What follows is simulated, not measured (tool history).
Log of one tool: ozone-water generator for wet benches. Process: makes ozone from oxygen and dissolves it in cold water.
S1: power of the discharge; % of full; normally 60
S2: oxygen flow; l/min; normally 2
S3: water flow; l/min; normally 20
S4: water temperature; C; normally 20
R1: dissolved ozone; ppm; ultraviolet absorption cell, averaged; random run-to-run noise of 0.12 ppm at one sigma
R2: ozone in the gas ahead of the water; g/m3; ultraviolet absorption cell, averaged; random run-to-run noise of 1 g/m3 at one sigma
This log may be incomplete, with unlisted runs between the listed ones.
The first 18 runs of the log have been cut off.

Run 19, day 110.492: usual settings but S1 43 % of full, S2 2.66 l/min, S3 32 l/min, S4 21 C. Result: R1 5 ppm, R2 115.1 g/m3.
Run 20, day 117.283: usual settings but S1 43 % of full, S2 2.14 l/min, S3 32 l/min, S4 21 C. Result: R1 4.6 ppm, R2 128 g/m3.
Run 21, day 121.062: usual settings but S1 43 % of full, S2 2.14 l/min, S3 32 l/min, S4 21 C. Result: R1 4.8 ppm, R2 128.1 g/m3.
Run 22, day 128.271: usual settings but S1 43 % of full, S2 2.14 l/min, S3 21 l/min. Result: R1 7.4 ppm, R2 127.5 g/m3.
Run 23, day 136.654: usual settings but S2 1.59 l/min, S4 28 C. Result: R1 8.4 ppm, R2 187.4 g/m3.
Run 24, day 142.838: usual settings but S2 1.59 l/min, S4 28 C. Result: R1 8.6 ppm, R2 188 g/m3.
Run 25, day 146.95: usual settings but S2 1.59 l/min, S4 28 C. Result: R1 8.5 ppm, R2 186.5 g/m3.
Run 26, day 154.633: usual settings but S2 1.59 l/min, S4 28 C. Result: R1 8.2 ppm, R2 187.4 g/m3.
Run 27, day 160.996: usual settings but S2 1.59 l/min, S4 28 C. Result: R1 8.2 ppm, R2 184.4 g/m3.
Run 28, day 167.254: usual settings but S1 94 % of full, S2 1.59 l/min, S3 17 l/min, S4 28 C. Result: R1 12.9 ppm, R2 252.6 g/m3.
Run 29, day 172.942: usual settings but S1 94 % of full, S2 1.59 l/min, S3 17 l/min, S4 28 C. Result: R1 13 ppm, R2 249 g/m3.
Run 30, day 180.596: usual settings but S1 94 % of full, S2 1.59 l/min, S3 17 l/min, S4 28 C. Result: R1 12.9 ppm, R2 248.5 g/m3.
Run 31, day 187.421: usual settings but S3 13 l/min, S4 12 C. Result: R1 14.9 ppm, R2 163.7 g/m3.
Run 32, day 193.158: usual settings but S1 78 % of full, S2 1.79 l/min, S3 16 l/min, S4 14 C. Result: R1 13.9 ppm, R2 207.3 g/m3.
Run 33, day 197.175: usual settings but S1 78 % of full, S2 1.79 l/min, S3 16 l/min, S4 14 C. Result: R1 13.8 ppm, R2 206.7 g/m3.
At day 199: water thermometer calibrated.
Run 34, day 201.446: usual settings but S1 78 % of full, S2 1.79 l/min, S3 16 l/min, S4 14 C. Result: R1 13.7 ppm, R2 203.5 g/m3.

Below are 3 alternative next runs, each starting from the tool's condition after run 34. Predict each:
Run A, day 206.146: usual settings but S1 78 % of full, S2 1.79 l/min, S3 16 l/min, S4 21 C. Result: R1 ?, R2 ?.
Run B, day 206.146: usual settings but S1 45 % of full, S2 2.35 l/min, S3 16 l/min, S4 15 C. Result: R1 ?, R2 ?.
Run C, day 206.146: usual settings but S3 27 l/min. Result: R1 ?, R2 ?.

run    R1     R2
  A  12.9  203.6
  B    10  124.5
  C   6.6  160.6
Without the tool's hidden state the same runs would have given:
run    R1     R2
  A  15.3  233.6
  B  11.3  135.9
  C   7.7    180
